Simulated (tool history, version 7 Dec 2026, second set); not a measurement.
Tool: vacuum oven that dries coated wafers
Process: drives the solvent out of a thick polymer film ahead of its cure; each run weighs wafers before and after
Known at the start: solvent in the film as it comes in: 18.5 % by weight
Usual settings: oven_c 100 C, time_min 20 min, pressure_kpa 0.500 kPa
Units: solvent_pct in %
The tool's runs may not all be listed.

run	hour	oven_c	time_min	pressure_kpa	solvent_pct
1	0.0	100	20	0.500	2.41
2	25.3	112	20	0.500	0.34
3	83.0	90	20	0.500	6.02
4	141.6	100	20	0.295	2.40
5	189.9	100	20	0.295	2.40
6	216.6	100	20	0.295	2.44
# hour 266.3: oven's thermocouples calibrated
7	266.3	100	20	0.295	2.40
8	306.9	100	20	0.295	2.49
9	345.9	100	18	0.382	2.92
10	372.4	100	18	0.382	2.99
11	421.6	100	18	0.319	2.87

4 ways to go on from here, each from the tool as it stands after run 11. What would each give?
A	459.2	100	13	0.500	?
B	459.2	90	20	0.500	?
C	459.2	93	18	0.319	?
D	459.2	93	15	0.510	?

run	solvent_pct
A	4.61
B	6.13
C	5.39
D	6.50
Without the tool's hidden state the same runs would have given:
run	solvent_pct
A	4.60
B	6.12
C	5.39
D	6.49
